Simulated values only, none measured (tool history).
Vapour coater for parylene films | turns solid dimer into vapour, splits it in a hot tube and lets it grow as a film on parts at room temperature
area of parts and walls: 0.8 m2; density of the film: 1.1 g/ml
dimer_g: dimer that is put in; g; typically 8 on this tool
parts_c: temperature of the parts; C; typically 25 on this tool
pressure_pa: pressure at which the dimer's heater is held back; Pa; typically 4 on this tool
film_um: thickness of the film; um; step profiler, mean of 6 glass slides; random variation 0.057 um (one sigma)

run 1 hour=0 | dimer_g=8 parts_c=25 pressure_pa=4 | film_um=7.19
run 2 hour=55.9 | dimer_g=8 parts_c=25 pressure_pa=4 | film_um=7.03
-- hour=105 trap's valve overhauled
run 3 hour=118.6 | dimer_g=6 parts_c=25 pressure_pa=4 | film_um=5.51
run 4 hour=167.1 | dimer_g=6 parts_c=25 pressure_pa=4 | film_um=5.38
run 5 hour=206.9 | dimer_g=6 parts_c=25 pressure_pa=4 | film_um=5.48
run 6 hour=261 | dimer_g=6 parts_c=25 pressure_pa=4 | film_um=5.38
run 7 hour=316.1 | dimer_g=8 parts_c=25 pressure_pa=4 | film_um=7.11
run 8 hour=359.3 | dimer_g=8 parts_c=25 pressure_pa=4 | film_um=7.19
run 9 hour=399 | dimer_g=8 parts_c=25 pressure_pa=4 | film_um=7.08
run 10 hour=431.9 | dimer_g=3 parts_c=31 pressure_pa=4.32 | film_um=1.94
-- hour=437.6 table's thermometer calibrated
run 11 hour=483.5 | dimer_g=9 parts_c=24 pressure_pa=6.93 | film_um=7.35
run 12 hour=539.3 | dimer_g=9 parts_c=24 pressure_pa=6.93 | film_um=7.14
run 13 hour=580.8 | dimer_g=13 parts_c=24 pressure_pa=4.05 | film_um=11.67
run 14 hour=628.9 | dimer_g=8 parts_c=22 pressure_pa=2.73 | film_um=8.42
run 15 hour=669 | dimer_g=10 parts_c=22 pressure_pa=3.85 | film_um=10.07
run 16 hour=693.4 | dimer_g=10 parts_c=33 pressure_pa=5.42 | film_um=5.4
-- hour=708.1 trap's valve overhauled
run 17 hour=727.1 | dimer_g=11 parts_c=21 pressure_pa=8.56 | film_um=10.06
run 18 hour=773.1 | dimer_g=6 parts_c=21 pressure_pa=8.56 | film_um=5.5

4 ways to go on from here, each from the tool as it stands after run 18. What would each give?
-- hour=800.9 table's thermometer calibrated, once more
run A hour=800.9 | dimer_g=8 parts_c=28 pressure_pa=4 | film_um=?
-- hour=800.9 table's thermometer calibrated, once more
run B hour=800.9 | dimer_g=8 parts_c=30 pressure_pa=4 | film_um=?
-- hour=800.9 table's thermometer calibrated, once more
run C hour=800.9 | dimer_g=8 parts_c=28 pressure_pa=4.22 | film_um=?
-- hour=800.9 table's thermometer calibrated, once more
run D hour=800.9 | dimer_g=8 parts_c=36 pressure_pa=4 | film_um=?

run=A film_um=6.4
run=B film_um=5.82
run=C film_um=6.32
run=D film_um=4.25
The same runs, with their run-to-run variation unchanged, on a tool lacking any hidden condition would have given:
run=A film_um=6.43
run=B film_um=5.85
run=C film_um=6.35
run=D film_um=4.27
